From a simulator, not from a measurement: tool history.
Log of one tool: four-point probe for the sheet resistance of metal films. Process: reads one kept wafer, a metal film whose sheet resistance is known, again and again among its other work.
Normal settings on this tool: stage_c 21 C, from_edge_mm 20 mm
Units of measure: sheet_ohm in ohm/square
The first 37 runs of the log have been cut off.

Run 38, day 30.696: usual settings but from_edge_mm 38 mm. Result: sheet_ohm 0.676267 ohm/square.
Run 39, day 31.408: usual settings but stage_c 24 C, from_edge_mm 40 mm. Result: sheet_ohm 0.674329 ohm/square.
Run 40, day 32.617: usual settings but stage_c 24 C, from_edge_mm 40 mm. Result: sheet_ohm 0.674368 ohm/square.
Run 41, day 33.467: usual settings but stage_c 22 C, from_edge_mm 54 mm. Result: sheet_ohm 0.675409 ohm/square.
Run 42, day 34.633: usual settings but stage_c 22 C, from_edge_mm 54 mm. Result: sheet_ohm 0.675757 ohm/square.
Run 43, day 35.854: usual settings but stage_c 22 C, from_edge_mm 54 mm. Result: sheet_ohm 0.675663 ohm/square.
Run 44, day 36.667: usual settings but stage_c 24 C, from_edge_mm 6 mm. Result: sheet_ohm 0.676928 ohm/square.
Run 45, day 37.554: usual settings but stage_c 34 C, from_edge_mm 9 mm. Result: sheet_ohm 0.66989 ohm/square.

Here are 4 independent what-if runs from the current tool condition. What would each one return?
Run A, day 38.271: usual settings but stage_c 23 C, from_edge_mm 7 mm. Result: sheet_ohm ?.
Run B, day 38.271: usual settings but from_edge_mm 16 mm. Result: sheet_ohm ?.
Run C, day 38.271: usual settings. Result: sheet_ohm ?.
Run D, day 38.271: usual settings but from_edge_mm 17 mm. Result: sheet_ohm ?.

run  sheet_ohm
  A   0.676788
  B   0.676564
  C   0.676272
  D   0.676196
Had the tool no hidden state, the same runs would have come out as:
run  sheet_ohm
  A   0.676761
  B   0.676536
  C   0.676245
  D   0.676169
